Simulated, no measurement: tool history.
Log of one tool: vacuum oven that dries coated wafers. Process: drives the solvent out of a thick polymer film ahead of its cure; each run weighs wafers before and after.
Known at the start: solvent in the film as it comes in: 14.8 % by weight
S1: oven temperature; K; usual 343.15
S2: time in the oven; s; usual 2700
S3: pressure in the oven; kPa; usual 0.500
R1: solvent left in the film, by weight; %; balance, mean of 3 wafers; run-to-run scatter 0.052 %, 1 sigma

| run | day | S1 | S2 | S3 | R1 |
|---|---|---|---|---|---|
| 1 | 0.000 | 343.15 | 2700 | 0.500 | 1.76 |
| 2 | 3.729 | 346.15 | 2700 | 0.500 | 1.25 |
| 3 | 5.771 | 343.15 | 2700 | 0.500 | 1.87 |
| 4 | 9.154 | 345.15 | 2700 | 0.500 | 1.41 |
| 5 | 12.588 | 343.15 | 2700 | 0.500 | 1.91 |
| 6 | 15.496 | 343.15 | 2700 | 1.170 | 2.25 |
|  | 17.238 | oven's thermocouples calibrated |
| 7 | 17.829 | 343.15 | 2700 | 0.500 | 1.61 |
| 8 | 20.300 | 343.15 | 2700 | 0.500 | 1.64 |
| 9 | 23.088 | 343.15 | 2700 | 0.500 | 1.75 |
| 10 | 25.496 | 343.15 | 2700 | 0.500 | 1.71 |
| 11 | 28.767 | 343.15 | 2700 | 0.500 | 1.63 |
| 12 | 32.604 | 343.15 | 2700 | 0.500 | 1.70 |
| 13 | 34.917 | 343.15 | 2700 | 0.500 | 1.70 |
| 14 | 39.375 | 343.15 | 2700 | 0.500 | 1.79 |
| 15 | 41.750 | 343.15 | 3840 | 0.500 | 1.01 |
| 16 | 43.767 | 343.15 | 3840 | 0.500 | 1.14 |
| 17 | 46.588 | 343.15 | 2700 | 0.500 | 1.85 |
| 18 | 51.004 | 343.15 | 2700 | 0.500 | 1.80 |
| 19 | 52.929 | 343.15 | 2700 | 0.500 | 1.92 |
| 20 | 56.300 | 343.15 | 2700 | 0.500 | 1.90 |
| 21 | 58.838 | 343.15 | 2700 | 0.500 | 1.95 |
| 22 | 61.604 | 343.15 | 2700 | 0.500 | 1.82 |
| 23 | 65.742 | 343.15 | 2700 | 0.500 | 1.88 |
| 24 | 69.117 | 343.15 | 3360 | 0.500 | 1.34 |
| 25 | 71.979 | 343.15 | 2940 | 0.563 | 1.81 |
| 26 | 75.333 | 343.15 | 2940 | 1.582 | 2.34 |
|  | 78.400 | oven's thermocouples calibrated |
| 27 | 78.621 | 336.15 | 2700 | 0.919 | 3.78 |
| 28 | 81.017 | 335.15 | 2760 | 0.311 | 3.82 |
| 29 | 84.225 | 335.15 | 2760 | 0.311 | 3.81 |
| 30 | 87.750 | 351.15 | 4380 | 0.526 | 0.52 |
| 31 | 90.283 | 343.15 | 1620 | 0.500 | 3.46 |
| 32 | 93.975 | 343.15 | 2880 | 1.203 | 1.94 |
| 33 | 97.004 | 352.15 | 1380 | 0.467 | 1.66 |
| 34 | 99.262 | 343.15 | 2700 | 1.187 | 2.07 |
| 35 | 102.204 | 343.15 | 4560 | 0.542 | 1.06 |
| 36 | 106.371 | 343.15 | 4560 | 0.542 | 1.06 |
| 37 | 111.071 | 343.15 | 4560 | 0.542 | 1.03 |
| 38 | 113.629 | 343.15 | 4560 | 0.542 | 1.05 |
| 39 | 116.650 | 328.15 | 2700 | 0.957 | 7.08 |
| 40 | 118.867 | 357.15 | 2700 | 0.950 | 0.50 |
| 41 | 121.908 | 357.15 | 2700 | 0.950 | 0.56 |
| 42 | 126.112 | 340.15 | 2760 | 0.500 | 2.68 |
| 43 | 130.867 | 340.15 | 1800 | 1.139 | 4.45 |
| 44 | 135.125 | 340.15 | 1800 | 1.139 | 4.66 |
| 45 | 138.962 | 329.15 | 4800 | 1.535 | 5.16 |
|  | 139.438 | oven's thermocouples calibrated |
| 46 | 143.554 | 329.15 | 4740 | 1.123 | 4.87 |
| 47 | 148.267 | 334.15 | 3120 | 1.408 | 4.78 |

Here are 3 independent what-if runs from the current tool condition. What would each one return?
| A | 151.625 | 347.15 | 4320 | 0.457 | ? |
| B | 151.625 | 343.15 | 4140 | 0.500 | ? |
| C | 151.625 | 343.15 | 2700 | 0.349 | ? |

| run | R1 |
|---|---|
| A | 0.81 |
| B | 1.26 |
| C | 1.90 |
Take away the tool's hidden state, keep each run's random variation, and the runs would have read:
| run | R1 |
|---|---|
| A | 0.27 |
| B | 0.59 |
| C | 1.23 |
